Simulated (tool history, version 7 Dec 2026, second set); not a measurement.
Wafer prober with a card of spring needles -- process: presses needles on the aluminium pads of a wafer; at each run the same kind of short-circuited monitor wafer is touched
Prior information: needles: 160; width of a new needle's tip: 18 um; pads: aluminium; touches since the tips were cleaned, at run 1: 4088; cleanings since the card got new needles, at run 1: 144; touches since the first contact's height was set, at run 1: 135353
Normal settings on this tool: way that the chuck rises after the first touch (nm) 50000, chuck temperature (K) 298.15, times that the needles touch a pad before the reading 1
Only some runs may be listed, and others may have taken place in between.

run	hour	way that the chuck rises after the first touch (nm)	chuck temperature (K)	times that the needles touch a pad before the reading	touches since the tips were cleaned	cleanings since the card got new needles	touches since the first contact's height was set	resistance of one needle with its contact and lead (mohm)	way that a needle slides on the pad (nm)
1	0	50000	298.15	1	4088	144	135353	210	9890
# hour 2.6: tips cleaned on abrasive film
# hour 12.7: tips cleaned on abrasive film
# hour 25.2: tips cleaned on abrasive film
# hour 30.5: height of the first contact set anew
2	32.1	50000	298.15	1	3503	147	851	203	9930
# hour 37.2: tips cleaned on abrasive film
# hour 47.3: tips cleaned on abrasive film
# hour 57.4: tips cleaned on abrasive film
# hour 70: tips cleaned on abrasive film
3	73.2	50000	308.15	1	1730	151	22470	210	9950
# hour 80.8: tips cleaned on abrasive film
# hour 90.9: tips cleaned on abrasive film
# hour 103.3: tips cleaned on abrasive film
# hour 115.9: tips cleaned on abrasive film
# hour 128.5: tips cleaned on abrasive film
4	129.9	50000	308.15	1	794	156	52342	208	9990
# hour 140: tips cleaned on abrasive film
# hour 152.5: tips cleaned on abrasive film
5	157.4	50000	298.15	2	2608	158	66829	204	9960
# hour 165: tips cleaned on abrasive film
# hour 177.6: tips cleaned on abrasive film
# hour 190.2: tips cleaned on abrasive film
# hour 202.7: tips cleaned on abrasive film
# hour 214.6: tips cleaned on abrasive film
6	214.6	50000	298.15	2	0	163	96921	208	10030
# hour 224.6: tips cleaned on abrasive film
# hour 234.7: tips cleaned on abrasive film
# hour 247.3: tips cleaned on abrasive film
# hour 257.4: tips cleaned on abrasive film
# hour 267.5: tips cleaned on abrasive film
7	272	50000	298.15	2	2433	168	127199	205	9990
# hour 279.6: tips cleaned on abrasive film
# hour 292: tips cleaned on abrasive film
# hour 304.6: tips cleaned on abrasive film
# hour 314.6: tips cleaned on abrasive film
# hour 317.4: height of the first contact set anew
# hour 327.5: tips cleaned on abrasive film
# hour 339.5: card fitted with new needles
8	342.7	50000	329.15	1	1711	0	1711	214	9990
# hour 350.3: tips cleaned on abrasive film
# hour 362.9: tips cleaned on abrasive film
# hour 375.3: tips cleaned on abrasive film
# hour 385.4: tips cleaned on abrasive film
# hour 398: tips cleaned on abrasive film
9	400.1	50000	329.15	1	1143	5	31940	212	10020
# hour 410.2: tips cleaned on abrasive film
# hour 420.3: tips cleaned on abrasive film
# hour 432.9: tips cleaned on abrasive film
# hour 445.4: tips cleaned on abrasive film
10	446.5	50000	329.15	1	607	9	56374	208	10070
# hour 456.6: tips cleaned on abrasive film
# hour 469.2: tips cleaned on abrasive film
# hour 481.8: tips cleaned on abrasive film
11	488.7	50000	329.15	1	3675	12	78613	213	10060
# hour 493.7: tips cleaned on abrasive film
# hour 506.3: tips cleaned on abrasive film
# hour 517.9: tips cleaned on abrasive film
12	517.9	50000	329.15	1	0	15	93969	212	10020
# hour 528: tips cleaned on abrasive film
# hour 538.1: tips cleaned on abrasive film
# hour 549.2: tips cleaned on abrasive film
13	549.2	50000	329.15	1	0	18	110437	213	10030
# hour 561.8: tips cleaned on abrasive film
# hour 574.3: tips cleaned on abrasive film
# hour 584.3: tips cleaned on abrasive film
14	592.7	70000	384.15	1	4448	21	133394	221	14130
# hour 595.3: tips cleaned on abrasive film
# hour 605.4: tips cleaned on abrasive film
# hour 618: tips cleaned on abrasive film
15	622.3	44000	391.15	1	2326	24	148980	230	8840
# hour 625.1: height of the first contact set anew
# hour 630.2: tips cleaned on abrasive film
# hour 640.3: tips cleaned on abrasive film
# hour 650.4: tips cleaned on abrasive film
# hour 663: tips cleaned on abrasive film
16	667.4	44000	391.15	1	2359	28	22247	232	8850
# hour 674.9: tips cleaned on abrasive film
# hour 685: tips cleaned on abrasive film
# hour 697.5: tips cleaned on abrasive film
# hour 710: tips cleaned on abrasive film
# hour 722.3: tips cleaned on abrasive film
17	722.3	44000	391.15	1	0	33	51163	230	8870
# hour 734.8: tips cleaned on abrasive film
# hour 747.3: tips cleaned on abrasive film
# hour 759.9: tips cleaned on abrasive film
# hour 770.5: tips cleaned on abrasive film
18	770.5	50000	342.15	3	0	37	76555	218	10120
# hour 780.6: tips cleaned on abrasive film
# hour 793.2: tips cleaned on abrasive film
19	802.9	50000	342.15	3	5152	39	93640	216	10130
# hour 805.5: tips cleaned on abrasive film
# hour 815.6: tips cleaned on abrasive film
# hour 828.2: tips cleaned on abrasive film
20	831.1	32000	298.15	1	1552	42	108451	217	6490
# hour 838.7: tips cleaned on abrasive film
# hour 851.2: tips cleaned on abrasive film
# hour 863.8: tips cleaned on abrasive film
# hour 876.2: tips cleaned on abrasive film
21	879.5	55000	298.15	1	1784	46	133989	200	11130
# hour 887: tips cleaned on abrasive film
# hour 897.1: tips cleaned on abrasive film
# hour 909.5: tips cleaned on abrasive film
# hour 912.3: height of the first contact set anew
# hour 922.3: tips cleaned on abrasive film
22	923.7	55000	304.15	1	732	50	5980	206	11100
# hour 933.7: tips cleaned on abrasive film
# hour 946.2: tips cleaned on abrasive film
# hour 956.3: tips cleaned on abrasive film
# hour 968.7: tips cleaned on abrasive film
23	974	64000	310.15	3	2817	54	32508	206	13010
# hour 979.1: tips cleaned on abrasive film
# hour 991.6: tips cleaned on abrasive film
# hour 1004.1: tips cleaned on abrasive film
# hour 1014.1: tips cleaned on abrasive film
24	1014.6	32000	349.15	2	242	58	53854	229	6500
# hour 1024.7: tips cleaned on abrasive film
# hour 1037.3: tips cleaned on abrasive film
# hour 1049.8: tips cleaned on abrasive film
25	1059.1	32000	349.15	2	4932	61	77348	228	6500
# hour 1061.7: tips cleaned on abrasive film
# hour 1071.8: tips cleaned on abrasive film
# hour 1081.9: tips cleaned on abrasive film
# hour 1092: tips cleaned on abrasive film
26	1096.3	51000	332.15	2	2330	65	96915	212	10390

Subtracting, for every run, the result it would have given without the tool's unlogged condition from the measured result gives the following. The same run-to-run variation enters both numbers; the gauge's scatter may not:
Hidden state present: debris on the tips, nm; way that the needles fall short of the set height, um; tips' diameter, um; drift of the gauge itself on contact_mohm, %; drift of the gauge itself on scrub_um, %.
run	way that a needle slides on the pad (nm)
1	+0
2	+10
3	+10
4	+30
5	+30
6	+50
7	+60
8	+70
9	+90
10	+90
11	+100
12	+110
13	+110
14	+180
15	+120
16	+120
17	+130
18	+160
19	+170
20	+110
21	+200
22	+210
23	+260
24	+140
25	+140
26	+240
For resistance of one needle with its contact and lead (mohm), the value without the hidden state is never more than 1 from the measured value.

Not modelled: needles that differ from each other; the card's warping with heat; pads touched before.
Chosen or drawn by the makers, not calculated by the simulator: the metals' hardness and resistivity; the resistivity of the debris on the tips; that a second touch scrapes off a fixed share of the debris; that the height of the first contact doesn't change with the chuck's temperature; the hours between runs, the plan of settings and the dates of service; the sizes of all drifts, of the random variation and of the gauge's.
